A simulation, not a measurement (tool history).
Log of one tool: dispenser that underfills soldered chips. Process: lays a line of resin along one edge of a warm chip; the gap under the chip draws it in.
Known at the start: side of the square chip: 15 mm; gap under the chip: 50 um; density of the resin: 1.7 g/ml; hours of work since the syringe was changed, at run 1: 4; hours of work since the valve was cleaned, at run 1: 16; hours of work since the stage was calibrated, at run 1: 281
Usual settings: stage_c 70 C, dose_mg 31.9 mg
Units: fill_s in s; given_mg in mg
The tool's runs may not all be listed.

run	day	stage_c	dose_mg	hours of work since the syringe was changed	hours of work since the valve was cleaned	hours of work since the stage was calibrated	fill_s	given_mg
1	0	70	31.9	4	16	281	592.2	31.71
# day 0.408: new syringe of resin
2	0.412	80	31.9	0	23	288	269.5	31.71
3	0.612	67	31.9	4	27	292	679	31.71
4	0.85	68	31.9	8	32	297	939.6	31.63
# day 1.05: new syringe of resin
5	1.062	68	31.9	0	35	300	464.6	31.6
6	1.267	70	31.9	4	39	304	597.6	31.52
7	1.471	70	31.9	8	43	308	815.6	31.43
# day 1.679: new syringe of resin
8	1.812	68	31.9	3	49	314	568.3	31.43
9	1.996	70	30.9	6	53	318	690.5	30.38
# day 2.308: new syringe of resin
10	2.317	61	31.9	0	59	324	666	31.26
# day 2.417: dispensing valve cleaned and set on the balance
11	2.658	56	40.7	6	5	329	1396.8	40.69
12	2.867	57	30	10	9	333	1885.4	29.95
# day 2.983: new syringe of resin
13	3.142	60	31.6	3	13	338	891.3	31.41
14	3.554	55	30.3	11	21	346	2231.3	30.13
# day 3.621: new syringe of resin
15	3.875	70	29.9	5	27	352	634.3	29.68
16	4.062	72	30.7	8	31	355	800.9	30.37
# day 4.25: new syringe of resin
17	4.325	72	30.7	1	35	360	430.4	30.31
18	4.55	72	40.5	6	40	364	606.9	40.06
# day 4.888: new syringe of resin
19	4.896	70	36.4	0	46	371	422.5	35.89
20	5.225	70	29.1	6	52	377	726.5	28.66

4 ways to go on from here, each from the tool as it stands after run 20. What would each give?
A	5.471	79	29.1	11	57	381	?	?
B	5.471	76	27.9	11	57	381	?	?
C	5.471	80	40.2	11	57	381	?	?
D	5.471	59	27.3	11	57	381	?	?

run	fill_s	given_mg
A	726.9	28.54
B	820.3	27.42
C	656.5	39.49
D	1904.9	26.79
Without the tool's hidden state the same runs would have given:
run	fill_s	given_mg
A	264.2	29.05
B	297.4	27.92
C	239.2	40.21
D	685.7	27.28
